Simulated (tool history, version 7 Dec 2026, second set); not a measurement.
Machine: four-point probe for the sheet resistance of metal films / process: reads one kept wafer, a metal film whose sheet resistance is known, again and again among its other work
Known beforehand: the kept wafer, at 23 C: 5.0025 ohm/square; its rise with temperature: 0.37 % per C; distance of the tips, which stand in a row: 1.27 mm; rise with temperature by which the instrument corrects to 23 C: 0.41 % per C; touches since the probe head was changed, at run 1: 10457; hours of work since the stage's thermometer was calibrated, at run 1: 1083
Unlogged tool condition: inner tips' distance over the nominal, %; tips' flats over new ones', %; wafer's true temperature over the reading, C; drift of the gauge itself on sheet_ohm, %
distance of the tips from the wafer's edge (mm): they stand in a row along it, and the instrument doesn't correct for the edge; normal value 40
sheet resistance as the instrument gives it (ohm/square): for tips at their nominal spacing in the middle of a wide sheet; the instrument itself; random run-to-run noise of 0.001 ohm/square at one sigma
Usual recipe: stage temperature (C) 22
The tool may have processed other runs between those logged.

| run | hour | stage temperature (C) | distance of the tips from the wafer's edge (mm) | touches since the probe head was changed | hours of work since the stage's thermometer was calibrated | sheet resistance as the instrument gives it (ohm/square) |
|---|---|---|---|---|---|---|
| 1 | 0 | 22 | 40 | 10457 | 1083 | 4.984736 |
| 2 | 21.4 | 22 | 40 | 11038 | 1092 | 4.984634 |
| 3 | 44.5 | 31 | 40 | 11666 | 1102 | 4.97015 |
| 4 | 63.5 | 19 | 40 | 12181 | 1111 | 4.992055 |
| 5 | 80.3 | 19 | 40 | 12638 | 1118 | 4.992847 |
| 6 | 93.1 | 19 | 40 | 12985 | 1124 | 4.991355 |
| 7 | 119.1 | 19 | 40 | 13691 | 1136 | 4.994771 |
| 8 | 131.1 | 22 | 24 | 14015 | 1141 | 4.991175 |
| 9 | 143.3 | 22 | 13 | 14348 | 1146 | 5.010534 |
| 10 | 155.6 | 22 | 13 | 14682 | 1152 | 5.008996 |
| 11 | 180.5 | 22 | 13 | 15356 | 1163 | 5.010746 |
| 12 | 204.5 | 22 | 14 | 16010 | 1174 | 5.005613 |
| 13 | 220.9 | 22 | 40 | 16453 | 1181 | 4.987524 |
| 14 | 236.6 | 22 | 40 | 16880 | 1188 | 4.988213 |
| 15 | 261 | 22 | 40 | 17542 | 1199 | 4.990577 |
| 16 | 288.9 | 22 | 40 | 18300 | 1211 | 4.987935 |
| 17 | 301.3 | 33 | 3 | 18637 | 1217 | 5.402803 |
| 18 | 320.1 | 33 | 3 | 19146 | 1225 | 5.402205 |
|  | 322.3 | stage's thermometer calibrated |
| 19 | 345 | 34 | 6 | 19809 | 10 | 5.082851 |
|  | 361.3 | stage's thermometer calibrated, once more |
| 20 | 364.4 | 32 | 3 | 20322 | 1 | 5.400986 |
| 21 | 376.9 | 21 | 28 | 20661 | 7 | 4.99498 |
| 22 | 404.2 | 21 | 28 | 21403 | 19 | 4.993681 |
| 23 | 420.5 | 21 | 28 | 21845 | 26 | 4.993846 |
| 24 | 446.3 | 19 | 7 | 22546 | 38 | 5.079613 |
| 25 | 468.1 | 19 | 7 | 23138 | 48 | 5.080872 |
| 26 | 487.9 | 19 | 65 | 23676 | 56 | 4.995307 |
| 27 | 502.1 | 19 | 15 | 24060 | 63 | 5.012679 |
| 28 | 520.4 | 18 | 50 | 24556 | 71 | 4.997615 |
| 29 | 532.1 | 32 | 3 | 24875 | 76 | 5.405477 |

Consider 5 possible next runs. They are alternatives, not a sequence: every one starts from the tool as it was left by run 29. What does each give?
| A | 551.5 | 25 | 5 | 25402 | 85 | ? |
| B | 551.5 | 34 | 38 | 25402 | 85 | ? |
| C | 551.5 | 27 | 26 | 25402 | 85 | ? |
| D | 551.5 | 21 | 6 | 25402 | 85 | ? |
| E | 551.5 | 33 | 40 | 25402 | 85 | ? |

| run | sheet resistance as the instrument gives it (ohm/square) |
|---|---|
| A | 5.15146 |
| B | 4.970971 |
| C | 4.986224 |
| D | 5.107079 |
| E | 4.971941 |
Without the tool's hidden state the same runs would have given:
| run | sheet resistance as the instrument gives it (ohm/square) |
|---|---|
| A | 5.167292 |
| B | 4.986303 |
| C | 5.001592 |
| D | 5.122781 |
| E | 4.987274 |
